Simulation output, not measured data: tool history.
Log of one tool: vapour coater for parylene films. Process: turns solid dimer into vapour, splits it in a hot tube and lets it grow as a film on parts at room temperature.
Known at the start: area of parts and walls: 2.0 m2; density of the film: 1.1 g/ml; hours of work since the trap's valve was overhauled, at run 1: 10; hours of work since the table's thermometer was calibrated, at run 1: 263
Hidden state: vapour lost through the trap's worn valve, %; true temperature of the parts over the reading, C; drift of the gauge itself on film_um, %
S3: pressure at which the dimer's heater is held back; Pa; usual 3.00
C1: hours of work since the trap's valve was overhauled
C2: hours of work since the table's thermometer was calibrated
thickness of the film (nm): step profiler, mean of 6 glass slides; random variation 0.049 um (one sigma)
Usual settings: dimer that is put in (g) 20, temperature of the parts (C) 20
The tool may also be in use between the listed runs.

{"run": 1, "hour": 0.0, "dimer that is put in (g)": 20, "temperature of the parts (C)": 20, "S3": 3.0, "C1": 10, "C2": 263, "thickness of the film (nm)": 5650}
{"run": 2, "hour": 10.9, "dimer that is put in (g)": 20, "temperature of the parts (C)": 20, "S3": 3.0, "C1": 17, "C2": 270, "thickness of the film (nm)": 5660}
{"run": 3, "hour": 22.1, "dimer that is put in (g)": 20, "temperature of the parts (C)": 20, "S3": 3.0, "C1": 25, "C2": 278, "thickness of the film (nm)": 5590}
{"run": 4, "hour": 32.2, "dimer that is put in (g)": 20, "temperature of the parts (C)": 20, "S3": 2.45, "C1": 32, "C2": 285, "thickness of the film (nm)": 5830}
{"run": 5, "hour": 40.4, "dimer that is put in (g)": 30, "temperature of the parts (C)": 20, "S3": 3.0, "C1": 37, "C2": 290, "thickness of the film (nm)": 8220}
{"run": 6, "hour": 50.3, "dimer that is put in (g)": 30, "temperature of the parts (C)": 20, "S3": 3.0, "C1": 44, "C2": 297, "thickness of the film (nm)": 8440}
{"run": 7, "hour": 62.9, "dimer that is put in (g)": 30, "temperature of the parts (C)": 20, "S3": 3.0, "C1": 53, "C2": 306, "thickness of the film (nm)": 8260}
{"run": 8, "hour": 74.4, "dimer that is put in (g)": 20, "temperature of the parts (C)": 20, "S3": 2.19, "C1": 60, "C2": 314, "thickness of the film (nm)": 5900}
{"run": 9, "hour": 83.0, "dimer that is put in (g)": 20, "temperature of the parts (C)": 20, "S3": 2.19, "C1": 66, "C2": 319, "thickness of the film (nm)": 5940}
{"run": 10, "hour": 90.7, "dimer that is put in (g)": 20, "temperature of the parts (C)": 20, "S3": 2.19, "C1": 71, "C2": 325, "thickness of the film (nm)": 5920}
{"run": 11, "hour": 104.5, "dimer that is put in (g)": 20, "temperature of the parts (C)": 20, "S3": 2.19, "C1": 81, "C2": 334, "thickness of the film (nm)": 5910}
{"run": 12, "hour": 116.2, "dimer that is put in (g)": 20, "temperature of the parts (C)": 20, "S3": 2.19, "C1": 89, "C2": 342, "thickness of the film (nm)": 5810}
{"run": 13, "hour": 130.7, "dimer that is put in (g)": 20, "temperature of the parts (C)": 20, "S3": 3.61, "C1": 99, "C2": 352, "thickness of the film (nm)": 5160}
{"run": 14, "hour": 143.5, "dimer that is put in (g)": 20, "temperature of the parts (C)": 20, "S3": 3.61, "C1": 107, "C2": 361, "thickness of the film (nm)": 5220}
{"run": 15, "hour": 154.0, "dimer that is put in (g)": 20, "temperature of the parts (C)": 20, "S3": 8.73, "C1": 115, "C2": 368, "thickness of the film (nm)": 4090}
{"run": 16, "hour": 162.4, "dimer that is put in (g)": 20, "temperature of the parts (C)": 20, "S3": 8.73, "C1": 120, "C2": 373, "thickness of the film (nm)": 4190}
{"run": 17, "hour": 177.6, "dimer that is put in (g)": 20, "temperature of the parts (C)": 20, "S3": 8.73, "C1": 131, "C2": 384, "thickness of the film (nm)": 4130}
{"run": 18, "hour": 190.9, "dimer that is put in (g)": 20, "temperature of the parts (C)": 20, "S3": 8.73, "C1": 140, "C2": 393, "thickness of the film (nm)": 4050}
{"run": 19, "hour": 201.8, "dimer that is put in (g)": 12, "temperature of the parts (C)": 19, "S3": 5.32, "C1": 147, "C2": 400, "thickness of the film (nm)": 2850}
{"run": 20, "hour": 217.0, "dimer that is put in (g)": 10, "temperature of the parts (C)": 15, "S3": 3.0, "C1": 157, "C2": 411, "thickness of the film (nm)": 3160}
{"run": 21, "hour": 225.0, "dimer that is put in (g)": 10, "temperature of the parts (C)": 16, "S3": 3.0, "C1": 163, "C2": 416, "thickness of the film (nm)": 3000}
{"run": 22, "hour": 235.1, "dimer that is put in (g)": 19, "temperature of the parts (C)": 16, "S3": 4.97, "C1": 170, "C2": 423, "thickness of the film (nm)": 5120}
{"run": 23, "hour": 244.8, "dimer that is put in (g)": 19, "temperature of the parts (C)": 16, "S3": 4.97, "C1": 176, "C2": 430, "thickness of the film (nm)": 5130}
{"run": 24, "hour": 255.7, "dimer that is put in (g)": 36, "temperature of the parts (C)": 21, "S3": 2.43, "C1": 184, "C2": 437, "thickness of the film (nm)": 9450}
{"run": 25, "hour": 262.9, "dimer that is put in (g)": 20, "temperature of the parts (C)": 13, "S3": 5.77, "C1": 189, "C2": 442, "thickness of the film (nm)": 5750}
{"run": 26, "hour": 275.1, "dimer that is put in (g)": 20, "temperature of the parts (C)": 13, "S3": 5.77, "C1": 197, "C2": 450, "thickness of the film (nm)": 5650}
{"run": 27, "hour": 289.4, "dimer that is put in (g)": 18, "temperature of the parts (C)": 30, "S3": 5.0, "C1": 207, "C2": 460, "thickness of the film (nm)": 2800}
{"run": 28, "hour": 299.5, "dimer that is put in (g)": 18, "temperature of the parts (C)": 30, "S3": 5.0, "C1": 214, "C2": 467, "thickness of the film (nm)": 2760}
{"hour": 315.1, "done": "trap's valve overhauled"}
{"run": 29, "hour": 316.3, "dimer that is put in (g)": 12, "temperature of the parts (C)": 22, "S3": 5.0, "C1": 1, "C2": 476, "thickness of the film (nm)": 2820}

Hidden state at the last listed run before each entry between runs and at the first one after, where it differs:
Between runs 28 and 29: trap's valve overhauled (hour 315.1)
  vapour lost through the trap's worn valve, %: 11.6 -> 0.8
  measured less the result without the state, thickness of the film (nm): -320 -> +10

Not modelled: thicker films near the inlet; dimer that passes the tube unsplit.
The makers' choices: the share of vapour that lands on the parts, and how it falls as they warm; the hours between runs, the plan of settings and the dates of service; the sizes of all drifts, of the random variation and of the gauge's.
